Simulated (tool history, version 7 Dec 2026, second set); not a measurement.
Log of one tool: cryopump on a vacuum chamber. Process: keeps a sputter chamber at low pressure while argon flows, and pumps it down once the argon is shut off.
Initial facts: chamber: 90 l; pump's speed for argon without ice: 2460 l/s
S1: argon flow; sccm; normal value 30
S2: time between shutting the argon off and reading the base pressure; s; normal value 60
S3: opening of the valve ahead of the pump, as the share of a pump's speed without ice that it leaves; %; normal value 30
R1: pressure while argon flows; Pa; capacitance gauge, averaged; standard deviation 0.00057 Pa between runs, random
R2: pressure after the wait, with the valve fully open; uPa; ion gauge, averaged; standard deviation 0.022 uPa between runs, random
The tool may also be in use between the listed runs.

run,hour,S1,S2,S3,R1,R2
1,0,30,60,30,0.0712,0.7
2,33.9,30,60,30,0.0721,0.7
3,63.7,19,60,30,0.0463,0.69
4,79.7,54,60,30,0.1299,0.68
5,96.4,54,60,30,0.13,0.74
6,130.4,54,60,30,0.1316,0.68
7,154,54,60,30,0.1302,0.74
8,185.8,30,60,30,0.0728,0.74
9,201.6,30,60,30,0.074,0.71
10,236.2,30,60,30,0.0732,0.74
11,253.8,30,60,30,0.0729,0.74
12,272.6,30,225,30,0.0741,0.41
13,301.1,15,70,30,0.0377,0.72
14,317.2,24,168,17,0.1021,0.46
15,346.4,24,168,17,0.1008,0.49
16,378,20,65,30,0.0489,0.75
17,404.3,39,203,24,0.1194,0.45
18,436.4,32,37,24,0.0983,1.11
19,453.2,19,30,53,0.03,1.27
20,481.2,19,30,53,0.0291,1.28
21,505.3,51,38,30,0.1277,1.12
22,537.1,19,109,46,0.034,0.61
23,572.8,55,33,43,0.1033,1.22
24,597.3,55,33,43,0.1042,1.29

Had the tool no unlogged condition, and each run kept its random variation, what would the results have been?
Unlogged tool condition in this case: pump's speed, % of a pump's without ice; cold plate's temperature, K; leak into the chamber, uPa l/s; drift of the gauge itself on working_pa, %; drift of the gauge itself on base_upa, %.
run,R1,R2
1,0.0684,0.64
2,0.0691,0.63
3,0.0442,0.61
4,0.1238,0.6
5,0.1236,0.66
6,0.1247,0.58
7,0.123,0.63
8,0.0686,0.63
9,0.0696,0.6
10,0.0685,0.61
11,0.0681,0.61
12,0.0691,0.28
13,0.035,0.58
14,0.0977,0.31
15,0.0962,0.33
16,0.0449,0.58
17,0.1113,0.27
18,0.0912,0.93
19,0.0258,1.08
20,0.0247,1.08
21,0.1153,0.91
22,0.0291,0.39
23,0.0884,0.98
24,0.0887,1.04

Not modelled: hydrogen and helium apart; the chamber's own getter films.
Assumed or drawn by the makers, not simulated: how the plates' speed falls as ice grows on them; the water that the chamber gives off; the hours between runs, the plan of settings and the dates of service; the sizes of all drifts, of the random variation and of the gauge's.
